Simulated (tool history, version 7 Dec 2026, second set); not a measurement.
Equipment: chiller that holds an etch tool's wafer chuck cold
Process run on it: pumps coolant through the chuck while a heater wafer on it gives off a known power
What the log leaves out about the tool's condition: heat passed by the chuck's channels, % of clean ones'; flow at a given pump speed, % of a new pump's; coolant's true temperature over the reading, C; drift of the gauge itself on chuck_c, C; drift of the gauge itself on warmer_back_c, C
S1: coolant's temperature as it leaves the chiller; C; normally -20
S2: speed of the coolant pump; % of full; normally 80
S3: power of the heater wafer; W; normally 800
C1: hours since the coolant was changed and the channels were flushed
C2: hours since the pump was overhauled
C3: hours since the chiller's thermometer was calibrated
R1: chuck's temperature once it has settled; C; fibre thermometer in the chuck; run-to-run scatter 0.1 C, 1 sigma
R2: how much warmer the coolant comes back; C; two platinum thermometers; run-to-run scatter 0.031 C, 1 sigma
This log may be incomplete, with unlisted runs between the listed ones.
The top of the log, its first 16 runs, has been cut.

{"run": 17, "hour": 1404.3, "S1": -14, "S2": 80, "S3": 869, "C1": 1827, "C2": 5234, "C3": 792, "R1": -3.3, "R2": 3.44}
{"run": 18, "hour": 1523.8, "S1": -29, "S2": 77, "S3": 722, "C1": 1947, "C2": 5353, "C3": 911, "R1": -19.9, "R2": 3.05}
{"run": 19, "hour": 1586.7, "S1": -19, "S2": 84, "S3": 722, "C1": 2010, "C2": 5416, "C3": 974, "R1": -10.6, "R2": 2.75}
{"run": 20, "hour": 1656.2, "S1": -11, "S2": 80, "S3": 611, "C1": 2079, "C2": 5486, "C3": 1044, "R1": -3.4, "R2": 2.48}
{"run": 21, "hour": 1744.6, "S1": -16, "S2": 80, "S3": 611, "C1": 2168, "C2": 5574, "C3": 1132, "R1": -8.5, "R2": 2.48}
{"run": 22, "hour": 1807.8, "S1": -16, "S2": 80, "S3": 611, "C1": 2231, "C2": 5637, "C3": 1195, "R1": -8.6, "R2": 2.4}
{"run": 23, "hour": 1907.2, "S1": -28, "S2": 65, "S3": 800, "C1": 2330, "C2": 5737, "C3": 1295, "R1": -16.5, "R2": 4.07}
{"run": 24, "hour": 1974.6, "S1": -28, "S2": 75, "S3": 996, "C1": 2398, "C2": 5804, "C3": 1362, "R1": -15, "R2": 4.31}
{"run": 25, "hour": 2090.7, "S1": -28, "S2": 86, "S3": 887, "C1": 2514, "C2": 5920, "C3": 1478, "R1": -17.4, "R2": 3.26}
{"run": 26, "hour": 2174.2, "S1": -28, "S2": 93, "S3": 636, "C1": 2597, "C2": 6004, "C3": 1562, "R1": -20.7, "R2": 2.15}
{"run": 27, "hour": 2242.4, "S1": -20, "S2": 73, "S3": 501, "C1": 2665, "C2": 6072, "C3": 1630, "R1": -13.4, "R2": 2.25}
{"run": 28, "hour": 2313.2, "S1": -20, "S2": 71, "S3": 800, "C1": 2736, "C2": 6143, "C3": 1701, "R1": -9.2, "R2": 3.73}
{"run": 29, "hour": 2380.1, "S1": -17, "S2": 80, "S3": 517, "C1": 2803, "C2": 6210, "C3": 1768, "R1": -10.4, "R2": 2.07}
{"run": 30, "hour": 2448.7, "S1": -17, "S2": 80, "S3": 517, "C1": 2872, "C2": 6278, "C3": 1836, "R1": -10.5, "R2": 2.12}
{"run": 31, "hour": 2511.6, "S1": -20, "S2": 80, "S3": 998, "C1": 2935, "C2": 6341, "C3": 1899, "R1": -7.3, "R2": 4}
{"run": 32, "hour": 2580.7, "S1": -11, "S2": 60, "S3": 971, "C1": 3004, "C2": 6410, "C3": 1968, "R1": 3.6, "R2": 5.53}

Forecast each of these 4 alternatives for the next run:
{"run": "A", "hour": 2651.0, "S1": -20, "S2": 63, "S3": 423, "C1": 3074, "C2": 6481, "C3": 2038, "R1": "?", "R2": "?"}
{"run": "B", "hour": 2651.0, "S1": -25, "S2": 78, "S3": 769, "C1": 3074, "C2": 6481, "C3": 2038, "R1": "?", "R2": "?"}
{"run": "C", "hour": 2651.0, "S1": -14, "S2": 78, "S3": 971, "C1": 3074, "C2": 6481, "C3": 2038, "R1": "?", "R2": "?"}
{"run": "D", "hour": 2651.0, "S1": -20, "S2": 69, "S3": 505, "C1": 3074, "C2": 6481, "C3": 2038, "R1": "?", "R2": "?"}

run=A R1=-13.7 R2=2.25
run=B R1=-15.1 R2=3.21
run=C R1=-1.5 R2=4.12
run=D R1=-13.1 R2=2.43
Take away the tool's hidden state, keep each run's random variation, and the runs would have read:
run=A R1=-14.3 R2=2.04
run=B R1=-16 R2=2.92
run=C R1=-2.7 R2=3.75
run=D R1=-13.8 R2=2.21

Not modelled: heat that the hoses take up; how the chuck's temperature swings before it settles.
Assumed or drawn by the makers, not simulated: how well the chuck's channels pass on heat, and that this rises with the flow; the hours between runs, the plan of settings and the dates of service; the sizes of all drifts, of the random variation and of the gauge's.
